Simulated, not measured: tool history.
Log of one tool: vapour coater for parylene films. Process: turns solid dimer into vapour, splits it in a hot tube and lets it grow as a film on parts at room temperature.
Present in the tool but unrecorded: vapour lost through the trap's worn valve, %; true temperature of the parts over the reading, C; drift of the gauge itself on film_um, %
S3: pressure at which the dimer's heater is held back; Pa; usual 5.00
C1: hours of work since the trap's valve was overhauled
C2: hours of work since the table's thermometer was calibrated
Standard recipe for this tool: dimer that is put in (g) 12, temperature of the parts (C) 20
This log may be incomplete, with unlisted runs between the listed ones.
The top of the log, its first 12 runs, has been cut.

run 13 day=14.533 | dimer_that_is_put_in_(g)=8 temperature_of_the_parts_(C)=14 S3=5.00 | C1=336 C2=553 | thickness_of_the_film_(µm)=1.52
run 14 day=16.329 | dimer_that_is_put_in_(g)=8 temperature_of_the_parts_(C)=14 S3=5.00 | C1=367 C2=584 | thickness_of_the_film_(µm)=1.50
run 15 day=17.508 | dimer_that_is_put_in_(g)=8 temperature_of_the_parts_(C)=14 S3=5.00 | C1=387 C2=604 | thickness_of_the_film_(µm)=1.46
run 16 day=18.988 | dimer_that_is_put_in_(g)=8 temperature_of_the_parts_(C)=14 S3=5.00 | C1=412 C2=629 | thickness_of_the_film_(µm)=1.47
run 17 day=20.192 | dimer_that_is_put_in_(g)=8 temperature_of_the_parts_(C)=14 S3=5.00 | C1=433 C2=650 | thickness_of_the_film_(µm)=1.43
run 18 day=21.629 | dimer_that_is_put_in_(g)=8 temperature_of_the_parts_(C)=14 S3=5.00 | C1=457 C2=674 | thickness_of_the_film_(µm)=1.44
run 19 day=23.717 | dimer_that_is_put_in_(g)=12 temperature_of_the_parts_(C)=20 S3=5.00 | C1=493 C2=710 | thickness_of_the_film_(µm)=1.66
run 20 day=25.662 | dimer_that_is_put_in_(g)=12 temperature_of_the_parts_(C)=20 S3=5.00 | C1=526 C2=743 | thickness_of_the_film_(µm)=1.69
run 21 day=26.567 | dimer_that_is_put_in_(g)=6 temperature_of_the_parts_(C)=20 S3=5.00 | C1=542 C2=759 | thickness_of_the_film_(µm)=0.79
run 22 day=27.662 | dimer_that_is_put_in_(g)=17 temperature_of_the_parts_(C)=20 S3=3.09 | C1=560 C2=777 | thickness_of_the_film_(µm)=2.41
run 23 day=28.912 | dimer_that_is_put_in_(g)=7 temperature_of_the_parts_(C)=31 S3=8.08 | C1=582 C2=799 | thickness_of_the_film_(µm)=0.55
run 24 day=30.292 | dimer_that_is_put_in_(g)=5 temperature_of_the_parts_(C)=31 S3=5.85 | C1=605 C2=822 | thickness_of_the_film_(µm)=0.43
run 25 day=31.242 | dimer_that_is_put_in_(g)=12 temperature_of_the_parts_(C)=25 S3=5.00 | C1=621 C2=838 | thickness_of_the_film_(µm)=1.34
-- day=32.450 trap's valve overhauled
-- day=32.492 table's thermometer calibrated
run 26 day=33.183 | dimer_that_is_put_in_(g)=18 temperature_of_the_parts_(C)=26 S3=2.29 | C1=12 C2=12 | thickness_of_the_film_(µm)=2.22
run 27 day=34.308 | dimer_that_is_put_in_(g)=18 temperature_of_the_parts_(C)=26 S3=2.29 | C1=31 C2=31 | thickness_of_the_film_(µm)=2.25
run 28 day=36.083 | dimer_that_is_put_in_(g)=11 temperature_of_the_parts_(C)=29 S3=5.66 | C1=61 C2=61 | thickness_of_the_film_(µm)=1.04
run 29 day=37.967 | dimer_that_is_put_in_(g)=14 temperature_of_the_parts_(C)=13 S3=10.68 | C1=93 C2=93 | thickness_of_the_film_(µm)=2.56
run 30 day=38.946 | dimer_that_is_put_in_(g)=13 temperature_of_the_parts_(C)=20 S3=5.98 | C1=110 C2=110 | thickness_of_the_film_(µm)=1.91
run 31 day=40.971 | dimer_that_is_put_in_(g)=13 temperature_of_the_parts_(C)=29 S3=2.59 | C1=145 C2=145 | thickness_of_the_film_(µm)=1.37
run 32 day=43.038 | dimer_that_is_put_in_(g)=12 temperature_of_the_parts_(C)=27 S3=11.49 | C1=180 C2=180 | thickness_of_the_film_(µm)=1.15
run 33 day=45.100 | dimer_that_is_put_in_(g)=17 temperature_of_the_parts_(C)=14 S3=6.47 | C1=215 C2=215 | thickness_of_the_film_(µm)=3.16

What will run 34 give?
run 34 day=46.888 | dimer_that_is_put_in_(g)=17 temperature_of_the_parts_(C)=14 S3=6.47 | C1=246 C2=246 | thickness_of_the_film_(µm)=?

For run 34 the tool returned thickness of the film (µm) 3.08.
On a tool with no hidden condition, and with the same random variation, this run would have come out at thickness of the film (µm) 3.23.
